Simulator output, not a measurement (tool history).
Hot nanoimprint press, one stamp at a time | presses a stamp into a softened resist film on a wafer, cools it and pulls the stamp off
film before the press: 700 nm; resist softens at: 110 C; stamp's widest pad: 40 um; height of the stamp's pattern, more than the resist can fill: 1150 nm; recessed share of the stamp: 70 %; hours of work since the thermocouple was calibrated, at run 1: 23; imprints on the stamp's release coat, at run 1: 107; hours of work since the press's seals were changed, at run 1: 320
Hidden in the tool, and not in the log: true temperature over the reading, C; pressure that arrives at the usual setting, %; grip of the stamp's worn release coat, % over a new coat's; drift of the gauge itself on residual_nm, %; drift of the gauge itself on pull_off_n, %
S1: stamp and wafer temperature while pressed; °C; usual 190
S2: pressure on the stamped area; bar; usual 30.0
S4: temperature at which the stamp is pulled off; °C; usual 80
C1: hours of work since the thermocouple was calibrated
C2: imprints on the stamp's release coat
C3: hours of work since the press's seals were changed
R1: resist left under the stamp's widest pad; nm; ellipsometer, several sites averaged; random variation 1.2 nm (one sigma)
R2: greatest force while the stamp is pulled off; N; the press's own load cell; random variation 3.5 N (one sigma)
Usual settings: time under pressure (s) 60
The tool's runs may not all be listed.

{"run": 1, "hour": 0.0, "S1": 190, "S2": 30.0, "time under pressure (s)": 60, "S4": 80, "C1": 23, "C2": 107, "C3": 320, "R1": 351.9, "R2": 212}
{"run": 2, "hour": 8.4, "S1": 190, "S2": 30.0, "time under pressure (s)": 60, "S4": 80, "C1": 27, "C2": 128, "C3": 324, "R1": 350.8, "R2": 218}
{"run": 3, "hour": 26.5, "S1": 190, "S2": 30.0, "time under pressure (s)": 60, "S4": 80, "C1": 37, "C2": 174, "C3": 334, "R1": 351.2, "R2": 217}
{"run": 4, "hour": 35.7, "S1": 190, "S2": 30.0, "time under pressure (s)": 60, "S4": 80, "C1": 42, "C2": 198, "C3": 339, "R1": 351.0, "R2": 222}
{"run": 5, "hour": 54.6, "S1": 190, "S2": 30.0, "time under pressure (s)": 60, "S4": 80, "C1": 52, "C2": 246, "C3": 349, "R1": 350.0, "R2": 214}
{"run": 6, "hour": 69.5, "S1": 190, "S2": 30.0, "time under pressure (s)": 60, "S4": 80, "C1": 60, "C2": 284, "C3": 357, "R1": 350.8, "R2": 220}
{"run": 7, "hour": 79.0, "S1": 190, "S2": 30.0, "time under pressure (s)": 60, "S4": 80, "C1": 66, "C2": 308, "C3": 362, "R1": 352.7, "R2": 227}
{"run": 8, "hour": 88.3, "S1": 190, "S2": 30.0, "time under pressure (s)": 60, "S4": 80, "C1": 71, "C2": 332, "C3": 367, "R1": 350.0, "R2": 223}
{"run": 9, "hour": 106.3, "S1": 190, "S2": 30.0, "time under pressure (s)": 60, "S4": 80, "C1": 80, "C2": 378, "C3": 377, "R1": 352.2, "R2": 226}
{"run": 10, "hour": 122.1, "S1": 190, "S2": 30.0, "time under pressure (s)": 60, "S4": 80, "C1": 89, "C2": 418, "C3": 386, "R1": 349.9, "R2": 224}
{"run": 11, "hour": 132.5, "S1": 190, "S2": 30.0, "time under pressure (s)": 50, "S4": 80, "C1": 95, "C2": 445, "C3": 392, "R1": 373.4, "R2": 231}
{"run": 12, "hour": 140.8, "S1": 197, "S2": 30.0, "time under pressure (s)": 60, "S4": 80, "C1": 99, "C2": 466, "C3": 396, "R1": 300.3, "R2": 235}
{"run": 13, "hour": 153.2, "S1": 197, "S2": 30.0, "time under pressure (s)": 60, "S4": 80, "C1": 106, "C2": 497, "C3": 403, "R1": 301.2, "R2": 227}
{"run": 14, "hour": 162.0, "S1": 197, "S2": 30.0, "time under pressure (s)": 83, "S4": 80, "C1": 111, "C2": 520, "C3": 408, "R1": 266.0, "R2": 229}
{"run": 15, "hour": 174.7, "S1": 197, "S2": 30.0, "time under pressure (s)": 83, "S4": 80, "C1": 118, "C2": 552, "C3": 414, "R1": 266.1, "R2": 228}
{"run": 16, "hour": 183.3, "S1": 190, "S2": 30.0, "time under pressure (s)": 36, "S4": 76, "C1": 122, "C2": 574, "C3": 419, "R1": 411.9, "R2": 247}
{"run": 17, "hour": 196.8, "S1": 190, "S2": 30.0, "time under pressure (s)": 36, "S4": 76, "C1": 130, "C2": 609, "C3": 426, "R1": 411.0, "R2": 252}
{"run": 18, "hour": 208.2, "S1": 190, "S2": 21.0, "time under pressure (s)": 36, "S4": 81, "C1": 136, "C2": 638, "C3": 433, "R1": 470.7, "R2": 226}
{"run": 19, "hour": 227.3, "S1": 189, "S2": 30.3, "time under pressure (s)": 33, "S4": 73, "C1": 146, "C2": 686, "C3": 443, "R1": 430.8, "R2": 271}
{"run": 20, "hour": 241.0, "S1": 198, "S2": 30.0, "time under pressure (s)": 60, "S4": 80, "C1": 154, "C2": 721, "C3": 450, "R1": 292.8, "R2": 235}
{"run": 21, "hour": 256.7, "S1": 198, "S2": 30.0, "time under pressure (s)": 60, "S4": 80, "C1": 162, "C2": 761, "C3": 459, "R1": 295.2, "R2": 231}
{"run": 22, "hour": 270.5, "S1": 198, "S2": 30.0, "time under pressure (s)": 60, "S4": 80, "C1": 170, "C2": 797, "C3": 466, "R1": 294.6, "R2": 243}
{"run": 23, "hour": 280.2, "S1": 193, "S2": 30.0, "time under pressure (s)": 33, "S4": 80, "C1": 175, "C2": 821, "C3": 472, "R1": 397.2, "R2": 233}
{"run": 24, "hour": 290.4, "S1": 190, "S2": 46.2, "time under pressure (s)": 58, "S4": 84, "C1": 180, "C2": 847, "C3": 477, "R1": 290.4, "R2": 221}
{"run": 25, "hour": 299.4, "S1": 189, "S2": 27.0, "time under pressure (s)": 58, "S4": 84, "C1": 185, "C2": 870, "C3": 482, "R1": 376.3, "R2": 221}
{"run": 26, "hour": 314.4, "S1": 189, "S2": 27.0, "time under pressure (s)": 58, "S4": 84, "C1": 193, "C2": 908, "C3": 490, "R1": 376.0, "R2": 223}
{"hour": 325.5, "done": "stamp cleaned and given a new release coat"}
{"run": 27, "hour": 335.6, "S1": 189, "S2": 27.0, "time under pressure (s)": 58, "S4": 84, "C1": 202, "C2": 25, "C3": 499, "R1": 377.5, "R2": 194}
{"run": 28, "hour": 349.3, "S1": 189, "S2": 45.4, "time under pressure (s)": 60, "S4": 80, "C1": 209, "C2": 60, "C3": 506, "R1": 297.9, "R2": 209}
{"run": 29, "hour": 361.6, "S1": 189, "S2": 45.4, "time under pressure (s)": 60, "S4": 80, "C1": 216, "C2": 91, "C3": 513, "R1": 296.6, "R2": 211}
{"run": 30, "hour": 379.2, "S1": 198, "S2": 35.5, "time under pressure (s)": 40, "S4": 86, "C1": 225, "C2": 136, "C3": 522, "R1": 312.1, "R2": 182}

Forecast each of these 3 alternatives for the next run:
{"run": "A", "hour": 396.8, "S1": 190, "S2": 30.0, "time under pressure (s)": 60, "S4": 70, "C1": 235, "C2": 181, "C3": 532, "R1": "?", "R2": "?"}
{"run": "B", "hour": 396.8, "S1": 193, "S2": 30.0, "time under pressure (s)": 42, "S4": 80, "C1": 235, "C2": 181, "C3": 532, "R1": "?", "R2": "?"}
{"run": "C", "hour": 396.8, "S1": 198, "S2": 27.3, "time under pressure (s)": 37, "S4": 86, "C1": 235, "C2": 181, "C3": 532, "R1": "?", "R2": "?"}

run=A R1=350.7 R2=267
run=B R1=368.4 R2=215
run=C R1=364.9 R2=181
Without the tool's hidden state the same runs would have given:
run=A R1=351.9 R2=264
run=B R1=369.3 R2=213
run=C R1=365.9 R2=180

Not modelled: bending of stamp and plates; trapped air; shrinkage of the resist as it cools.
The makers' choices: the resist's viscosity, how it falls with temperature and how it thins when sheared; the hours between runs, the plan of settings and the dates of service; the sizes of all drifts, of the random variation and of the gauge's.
